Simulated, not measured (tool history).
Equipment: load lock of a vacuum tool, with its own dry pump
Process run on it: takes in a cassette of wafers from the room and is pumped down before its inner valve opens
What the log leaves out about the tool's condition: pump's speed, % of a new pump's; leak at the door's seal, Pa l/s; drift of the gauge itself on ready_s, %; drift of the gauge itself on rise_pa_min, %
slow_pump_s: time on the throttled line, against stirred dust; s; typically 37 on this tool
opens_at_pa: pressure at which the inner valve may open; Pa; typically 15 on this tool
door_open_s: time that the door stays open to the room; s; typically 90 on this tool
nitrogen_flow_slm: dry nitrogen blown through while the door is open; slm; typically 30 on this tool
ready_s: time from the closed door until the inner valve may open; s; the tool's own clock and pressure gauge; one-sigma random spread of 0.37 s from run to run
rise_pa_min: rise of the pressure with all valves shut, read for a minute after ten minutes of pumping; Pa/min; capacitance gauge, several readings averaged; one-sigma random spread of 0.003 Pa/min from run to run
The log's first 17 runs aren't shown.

run	hour	slow_pump_s	opens_at_pa	door_open_s	nitrogen_flow_slm	hours that the pump has run since its overhaul	times that the door has closed on its seal	incoming humidity of the room's air, %	ready_s	rise_pa_min
18	2769.9	37	15	90	16	11884	8426	43.8	98.8	0.124
19	2990.2	37	15	90	16	12104	8771	45.7	98.4	0.123
20	3155.1	37	21	113	30	12269	9029	45.0	96.4	0.118
21	3329.4	37	21	113	30	12443	9302	46.4	96.1	0.126
22	3498.8	37	21	113	30	12613	9567	44.9	97.1	0.128
23	3654.8	37	15	66	8	12769	9811	47.7	99.4	0.134
24	3764.9	37	15	53	8	12879	9983	43.0	99.4	0.133
25	3996.4	37	15	53	8	13110	10346	44.1	100.0	0.137
26	4164.3	37	15	130	8	13278	10609	45.5	100.0	0.170
27	4382.4	29	11	59	8	13496	10950	48.4	98.2	0.156
28	4495.2	29	11	59	8	13609	11127	48.7	97.0	0.158
29	4677.0	29	11	59	8	13791	11412	43.1	97.1	0.153
30	4877.9	29	11	59	8	13992	11726	43.3	96.9	0.157
31	4994.1	60	12	134	6	14108	11908	45.0	118.0	0.189
32	5176.3	26	18	237	16	14290	12193	46.7	90.5	0.191
33	5273.8	65	18	146	28	14388	12346	41.3	117.4	0.166
34	5484.9	36	18	64	37	14599	12676	46.7	97.8	0.157
35	5596.3	47	18	90	30	14710	12851	45.4	106.4	0.166
36	5792.3	51	11	84	24	14906	13158	44.2	113.3	0.169
37	5977.2	51	14	42	7	15091	13447	45.0	110.2	0.186
38	6091.7	51	12	227	7	15206	13626	43.6	111.5	0.229

Forecast each of these 3 alternatives for the next run:
A	6221.8	55	15	90	30	15336	13830	44.0	?	?
B	6221.8	51	12	155	7	15336	13830	43.6	?	?
C	6221.8	70	23	90	7	15336	13830	42.6	?	?

run	ready_s	rise_pa_min
A	113.3	0.183
B	112.0	0.220
C	118.5	0.203
Without the tool's unlogged condition, the same runs would have read:
run	ready_s	rise_pa_min
A	105.2	0.039
B	103.6	0.078
C	111.7	0.058
